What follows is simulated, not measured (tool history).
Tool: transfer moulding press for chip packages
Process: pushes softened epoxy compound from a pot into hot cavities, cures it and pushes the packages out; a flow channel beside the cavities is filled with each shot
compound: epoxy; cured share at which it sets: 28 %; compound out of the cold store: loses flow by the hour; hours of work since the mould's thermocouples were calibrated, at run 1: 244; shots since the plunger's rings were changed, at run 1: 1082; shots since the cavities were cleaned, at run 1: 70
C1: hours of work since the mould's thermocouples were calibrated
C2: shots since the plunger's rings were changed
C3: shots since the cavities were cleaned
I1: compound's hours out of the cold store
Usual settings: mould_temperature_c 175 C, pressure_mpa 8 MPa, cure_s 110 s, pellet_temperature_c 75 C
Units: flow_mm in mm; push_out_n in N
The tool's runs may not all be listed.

run 1 hour=0 | mould_temperature_c=175 pressure_mpa=8 cure_s=110 pellet_temperature_c=75 | C1=244 C2=1082 C3=70 | I1=15.9 | flow_mm=929 push_out_n=550
-- hour=49.3 cavities cleaned with cleaning compound and waxed
run 2 hour=74.1 | mould_temperature_c=175 pressure_mpa=8 cure_s=110 pellet_temperature_c=75 | C1=300 C2=2030 C3=324 | I1=13.7 | flow_mm=922 push_out_n=653
-- hour=97.7 cavities cleaned with cleaning compound and waxed
run 3 hour=117.3 | mould_temperature_c=175 pressure_mpa=8 cure_s=110 pellet_temperature_c=75 | C1=333 C2=2573 C3=255 | I1=10.5 | flow_mm=922 push_out_n=648
-- hour=151.1 cavities cleaned with cleaning compound and waxed
run 4 hour=194.7 | mould_temperature_c=175 pressure_mpa=8 cure_s=110 pellet_temperature_c=75 | C1=391 C2=3564 C3=569 | I1=38.2 | flow_mm=814 push_out_n=752
-- hour=200.7 cavities cleaned with cleaning compound and waxed
run 5 hour=239.4 | mould_temperature_c=175 pressure_mpa=8 cure_s=110 pellet_temperature_c=75 | C1=425 C2=4128 C3=505 | I1=10.7 | flow_mm=911 push_out_n=784
-- hour=249.2 cavities cleaned with cleaning compound and waxed
-- hour=296.8 cavities cleaned with cleaning compound and waxed
run 6 hour=324.3 | mould_temperature_c=175 pressure_mpa=8 cure_s=110 pellet_temperature_c=74 | C1=488 C2=5196 C3=358 | I1=8.4 | flow_mm=898 push_out_n=713
-- hour=346.5 cavities cleaned with cleaning compound and waxed
run 7 hour=384.3 | mould_temperature_c=175 pressure_mpa=8 cure_s=110 pellet_temperature_c=74 | C1=534 C2=5959 C3=492 | I1=40 | flow_mm=774 push_out_n=761
-- hour=398.6 cavities cleaned with cleaning compound and waxed
-- hour=426.3 plunger's sealing rings changed
-- hour=450.1 mould's thermocouples calibrated
-- hour=451.6 cavities cleaned with cleaning compound and waxed
run 8 hour=467.4 | mould_temperature_c=175 pressure_mpa=8 cure_s=106 pellet_temperature_c=75 | C1=12 C2=491 C3=207 | I1=47.5 | flow_mm=832 push_out_n=647
-- hour=499 cavities cleaned with cleaning compound and waxed
-- hour=546.3 cavities cleaned with cleaning compound and waxed
run 9 hour=553.9 | mould_temperature_c=175 pressure_mpa=8 cure_s=106 pellet_temperature_c=75 | C1=77 C2=1580 C3=99 | I1=25.1 | flow_mm=895 push_out_n=592
-- hour=596.6 cavities cleaned with cleaning compound and waxed
-- hour=610.3 mould's thermocouples calibrated, once more
run 10 hour=642 | mould_temperature_c=175 pressure_mpa=8 cure_s=106 pellet_temperature_c=75 | C1=25 C2=2684 C3=567 | I1=19.4 | flow_mm=898 push_out_n=803
-- hour=647.7 cavities cleaned with cleaning compound and waxed
run 11 hour=690.1 | mould_temperature_c=175 pressure_mpa=8 cure_s=106 pellet_temperature_c=75 | C1=61 C2=3292 C3=553 | I1=11.5 | flow_mm=913 push_out_n=840
-- hour=699.3 cavities cleaned with cleaning compound and waxed
-- hour=749.1 cavities cleaned with cleaning compound and waxed
run 12 hour=762.1 | mould_temperature_c=175 pressure_mpa=8 cure_s=106 pellet_temperature_c=75 | C1=114 C2=4193 C3=170 | I1=37.1 | flow_mm=810 push_out_n=592
-- hour=796.9 cavities cleaned with cleaning compound and waxed
run 13 hour=809.5 | mould_temperature_c=176 pressure_mpa=7.63 cure_s=111 pellet_temperature_c=67 | C1=149 C2=4790 C3=164 | I1=45.7 | flow_mm=746 push_out_n=546
-- hour=847.1 cavities cleaned with cleaning compound and waxed
run 14 hour=857.2 | mould_temperature_c=181 pressure_mpa=6.12 cure_s=119 pellet_temperature_c=67 | C1=185 C2=5394 C3=133 | I1=40.1 | flow_mm=661 push_out_n=464
-- hour=894 cavities cleaned with cleaning compound and waxed
-- hour=941.7 plunger's sealing rings changed
-- hour=943.2 cavities cleaned with cleaning compound and waxed
run 15 hour=943.3 | mould_temperature_c=175 pressure_mpa=6.77 cure_s=110 pellet_temperature_c=66 | C1=248 C2=1 C3=1 | I1=28.7 | flow_mm=824 push_out_n=456
-- hour=989.4 cavities cleaned with cleaning compound and waxed
run 16 hour=1029.5 | mould_temperature_c=180 pressure_mpa=8.4 cure_s=101 pellet_temperature_c=74 | C1=313 C2=1107 C3=523 | I1=20 | flow_mm=902 push_out_n=672
-- hour=1036.9 cavities cleaned with cleaning compound and waxed
-- hour=1084.3 cavities cleaned with cleaning compound and waxed
run 17 hour=1123.9 | mould_temperature_c=172 pressure_mpa=9.09 cure_s=101 pellet_temperature_c=81 | C1=384 C2=2299 C3=516 | I1=47.3 | flow_mm=865 push_out_n=1058
-- hour=1131.6 cavities cleaned with cleaning compound and waxed
-- hour=1177.6 cavities cleaned with cleaning compound and waxed
run 18 hour=1178.4 | mould_temperature_c=174 pressure_mpa=7.5 cure_s=95 pellet_temperature_c=73 | C1=424 C2=2972 C3=11 | I1=43 | flow_mm=790 push_out_n=647
-- hour=1223.7 cavities cleaned with cleaning compound and waxed
run 19 hour=1231.8 | mould_temperature_c=174 pressure_mpa=7.5 cure_s=95 pellet_temperature_c=73 | C1=464 C2=3649 C3=106 | I1=19.1 | flow_mm=854 push_out_n=809
-- hour=1270.9 cavities cleaned with cleaning compound and waxed
-- hour=1317.6 cavities cleaned with cleaning compound and waxed
run 20 hour=1331 | mould_temperature_c=174 pressure_mpa=7.5 cure_s=95 pellet_temperature_c=73 | C1=538 C2=4903 C3=173 | I1=30.6 | flow_mm=800 push_out_n=822
-- hour=1365.4 cavities cleaned with cleaning compound and waxed
-- hour=1389.4 mould's thermocouples calibrated
run 21 hour=1410 | mould_temperature_c=181 pressure_mpa=6.19 cure_s=118 pellet_temperature_c=73 | C1=16 C2=5889 C3=556 | I1=41 | flow_mm=656 push_out_n=600
-- hour=1417.8 cavities cleaned with cleaning compound and waxed
-- hour=1459.3 plunger's sealing rings changed
run 22 hour=1459.7 | mould_temperature_c=175 pressure_mpa=8 cure_s=92 pellet_temperature_c=70 | C1=51 C2=6 C3=515 | I1=19.6 | flow_mm=923 push_out_n=1048
-- hour=1468.7 cavities cleaned with cleaning compound and waxed
-- hour=1518 cavities cleaned with cleaning compound and waxed
run 23 hour=1540.3 | mould_temperature_c=175 pressure_mpa=8 cure_s=92 pellet_temperature_c=70 | C1=111 C2=1018 C3=291 | I1=36.2 | flow_mm=844 push_out_n=839
-- hour=1572.3 cavities cleaned with cleaning compound and waxed
-- hour=1619.6 cavities cleaned with cleaning compound and waxed
run 24 hour=1640.1 | mould_temperature_c=175 pressure_mpa=8.93 cure_s=94 pellet_temperature_c=75 | C1=186 C2=2281 C3=267 | I1=21.5 | flow_mm=927 push_out_n=817

3 ways to go on from here, each from the tool as it stands after run 24. What would each give?
-- hour=1670.3 cavities cleaned with cleaning compound and waxed
run A hour=1691.6 | mould_temperature_c=175 pressure_mpa=8 cure_s=110 pellet_temperature_c=68 | C1=225 C2=2934 C3=278 | I1=45.9 | flow_mm=? push_out_n=?
-- hour=1670.3 cavities cleaned with cleaning compound and waxed
run B hour=1691.6 | mould_temperature_c=173 pressure_mpa=8.93 cure_s=144 pellet_temperature_c=75 | C1=225 C2=2934 C3=278 | I1=21.7 | flow_mm=? push_out_n=?
-- hour=1670.3 cavities cleaned with cleaning compound and waxed
run C hour=1691.6 | mould_temperature_c=175 pressure_mpa=8.93 cure_s=94 pellet_temperature_c=82 | C1=225 C2=2934 C3=278 | I1=18 | flow_mm=? push_out_n=?

run=A flow_mm=789 push_out_n=613
run=B flow_mm=934 push_out_n=527
run=C flow_mm=942 push_out_n=858
Without the tool's hidden state the same runs would have given:
run=A flow_mm=825 push_out_n=428
run=B flow_mm=975 push_out_n=368
run=C flow_mm=985 push_out_n=593
